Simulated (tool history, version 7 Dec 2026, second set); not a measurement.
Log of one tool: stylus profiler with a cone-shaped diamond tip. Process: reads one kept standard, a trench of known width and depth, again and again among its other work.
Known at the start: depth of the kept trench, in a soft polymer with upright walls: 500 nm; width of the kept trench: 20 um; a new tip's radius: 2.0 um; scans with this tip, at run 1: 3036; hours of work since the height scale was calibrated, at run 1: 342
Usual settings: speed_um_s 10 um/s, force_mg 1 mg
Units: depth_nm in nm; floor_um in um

run	hour	speed_um_s	force_mg	scans with this tip	hours of work since the height scale was calibrated	depth_nm	floor_um
1	0	10	1	3036	342	503.35	17.14
2	13.3	10	1	3116	351	503.26	17.12
3	23	8	1	3174	357	503.24	17.08
4	31.4	10	2.3	3225	363	505.36	17.1
5	45.1	10	2.3	3307	372	505.52	17.17
6	56.6	10	0.58	3376	380	502.41	17.1
7	66.5	10	0.58	3435	387	502.2	17.12
8	80.3	10	1	3518	396	503.08	17.14
9	94.6	10	1	3604	405	503.17	17.09
10	104.7	10	1	3664	412	503.5	17.09
11	118.9	10	1	3750	422	503.11	17.05
12	130.5	10	1	3819	430	503.52	17.07
13	137.6	10	1	3862	435	503.31	17.08
14	148.2	10	1	3926	442	503.38	17.1
15	155.6	5	1	3970	447	503.27	17.1
16	164.1	5	1	4021	452	503.25	17.1
# hour 165.5: height scale calibrated on a step standard
17	171.6	5	1	4063	4	503.77	17.06
18	177.9	5	1	4101	8	503.48	17.12
19	190.9	5	1	4179	17	503.58	17.08
# hour 192.7: height scale calibrated on a step standard, once more
20	198.6	5	1	4222	4	503.03	17.1
21	205.5	5	1	4263	9	503.03	17.04
22	218.1	5	1	4339	17	502.61	17.07
23	233.3	5	1	4430	27	502.74	17.13
24	241.4	22	1.02	4479	33	502.76	16.96
25	249.6	5	0.94	4528	38	502.68	17.05
26	262.4	5	2.78	4605	47	505.7	17.05
27	272.3	4	1.66	4664	54	503.89	17.05
28	282	5	1.01	4723	60	502.79	17.06
29	292.7	5	1.01	4786	68	502.97	17.01
30	299.8	13	2	4829	72	504.59	17.02
31	306.3	13	2	4868	77	504.45	17.01
32	313.3	3	1.29	4910	81	503.44	17.03
33	323.2	18	1.75	4969	88	504.07	17
34	334.4	13	0.43	5037	96	501.78	16.98
35	347.6	13	0.43	5116	105	501.76	16.94
36	354.4	13	0.43	5157	109	501.42	17.01
37	361.8	35	0.83	5201	114	502.7	16.92
38	368.2	16	1.93	5240	119	504.39	17.02
39	383.2	10	0.89	5329	129	502.47	17
40	396.3	34	0.45	5408	137	501.84	16.85
41	406.7	34	0.45	5470	144	501.73	16.83
42	420.3	21	1.53	5552	154	503.97	16.99
43	428.7	9	1.89	5603	159	504.44	17.06
44	442.2	9	2.82	5684	168	505.87	16.97
45	453.7	9	2.82	5753	176	505.81	17.05

Forecast each of these 3 alternatives for the next run:
A	462.1	4	1	5803	182	?	?
B	462.1	8	0.59	5803	182	?	?
C	462.1	10	1.5	5803	182	?	?

run	depth_nm	floor_um
A	503.07	17.03
B	502.01	16.99
C	504.08	16.96
Without the tool's hidden state the same runs would have given:
run	depth_nm	floor_um
A	503.03	17.36
B	501.97	17.32
C	504.04	17.29
